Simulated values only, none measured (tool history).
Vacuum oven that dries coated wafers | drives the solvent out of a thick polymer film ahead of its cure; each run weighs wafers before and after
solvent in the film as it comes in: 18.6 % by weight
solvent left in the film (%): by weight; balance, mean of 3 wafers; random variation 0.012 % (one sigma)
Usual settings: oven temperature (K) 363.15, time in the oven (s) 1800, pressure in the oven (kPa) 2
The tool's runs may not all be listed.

| run | hour | oven temperature (K) | time in the oven (s) | pressure in the oven (kPa) | solvent left in the film (%) |
|---|---|---|---|---|---|
| 1 | 0 | 363.15 | 1800 | 2 | 1.11 |
| 2 | 50.5 | 363.15 | 1080 | 2 | 2.75 |
| 3 | 98.2 | 363.15 | 1080 | 2 | 2.74 |
| 4 | 145.5 | 363.15 | 1080 | 2 | 2.73 |
| 5 | 201.7 | 363.15 | 1080 | 2 | 2.73 |
| 6 | 248.1 | 363.15 | 1080 | 2 | 2.67 |
| 7 | 275.3 | 371.15 | 1800 | 2 | 0.37 |
| 8 | 303.6 | 371.15 | 1800 | 2 | 0.39 |
| 9 | 328.7 | 363.15 | 1800 | 2 | 1.06 |
| 10 | 356.2 | 363.15 | 1800 | 2 | 1.04 |
| 11 | 387.8 | 363.15 | 1800 | 2 | 1.07 |
| 12 | 434.1 | 363.15 | 1800 | 2 | 1.05 |
| 13 | 466.8 | 363.15 | 1800 | 2 | 1.05 |
| 14 | 498.1 | 363.15 | 1800 | 6.85 | 1.92 |
| 15 | 546.5 | 372.15 | 1800 | 6.85 | 1 |
| 16 | 601.7 | 363.15 | 1800 | 2 | 1.02 |
| 17 | 633 | 363.15 | 1680 | 2 | 1.16 |
| 18 | 661 | 363.15 | 1680 | 2 | 1.13 |
| 19 | 692.5 | 363.15 | 1680 | 2 | 1.12 |
| 20 | 718.8 | 363.15 | 1800 | 2.23 | 1.05 |
| 21 | 743.3 | 363.15 | 1800 | 2.23 | 1.05 |
|  | 785.6 | oven's thermocouples calibrated |
| 22 | 785.6 | 370.15 | 1800 | 4.51 | 0.82 |
| 23 | 829.1 | 370.15 | 1800 | 4.51 | 0.82 |
| 24 | 877.4 | 371.15 | 2400 | 1.13 | 0.24 |
| 25 | 902.9 | 371.15 | 2400 | 1.13 | 0.23 |
| 26 | 934 | 354.15 | 1800 | 4.99 | 4.36 |
| 27 | 970.5 | 370.15 | 1800 | 3.11 | 0.63 |
| 28 | 1001.7 | 365.15 | 3180 | 3.28 | 0.68 |
| 29 | 1036.4 | 364.15 | 1500 | 5.44 | 2 |
| 30 | 1064.1 | 363.15 | 3180 | 2 | 0.51 |
| 31 | 1119.5 | 363.15 | 3180 | 2 | 0.53 |
| 32 | 1149.8 | 361.15 | 1680 | 2.3 | 1.73 |
| 33 | 1194.1 | 359.15 | 2340 | 2.3 | 1.32 |
| 34 | 1224.2 | 366.15 | 3240 | 3.06 | 0.62 |
| 35 | 1268.4 | 375.15 | 2640 | 7.22 | 0.94 |
| 36 | 1324.8 | 377.15 | 2640 | 5.46 | 0.67 |
| 37 | 1355.3 | 377.15 | 1080 | 2.11 | 0.37 |
| 38 | 1389.1 | 377.15 | 1080 | 2.11 | 0.37 |
| 39 | 1422.7 | 377.15 | 1080 | 2.11 | 0.39 |

3 ways to go on from here, each from the tool as it stands after run 39. What would each give?
| A | 1468.2 | 352.15 | 1440 | 2.43 | ? |
| B | 1468.2 | 363.15 | 2580 | 2 | ? |
| C | 1468.2 | 349.15 | 1080 | 2.2 | ? |

| run | solvent left in the film (%) |
|---|---|
| A | 5.48 |
| B | 0.63 |
| C | 8.19 |
Without the tool's hidden state the same runs would have given:
| run | solvent left in the film (%) |
|---|---|
| A | 6.07 |
| B | 0.65 |
| C | 8.74 |

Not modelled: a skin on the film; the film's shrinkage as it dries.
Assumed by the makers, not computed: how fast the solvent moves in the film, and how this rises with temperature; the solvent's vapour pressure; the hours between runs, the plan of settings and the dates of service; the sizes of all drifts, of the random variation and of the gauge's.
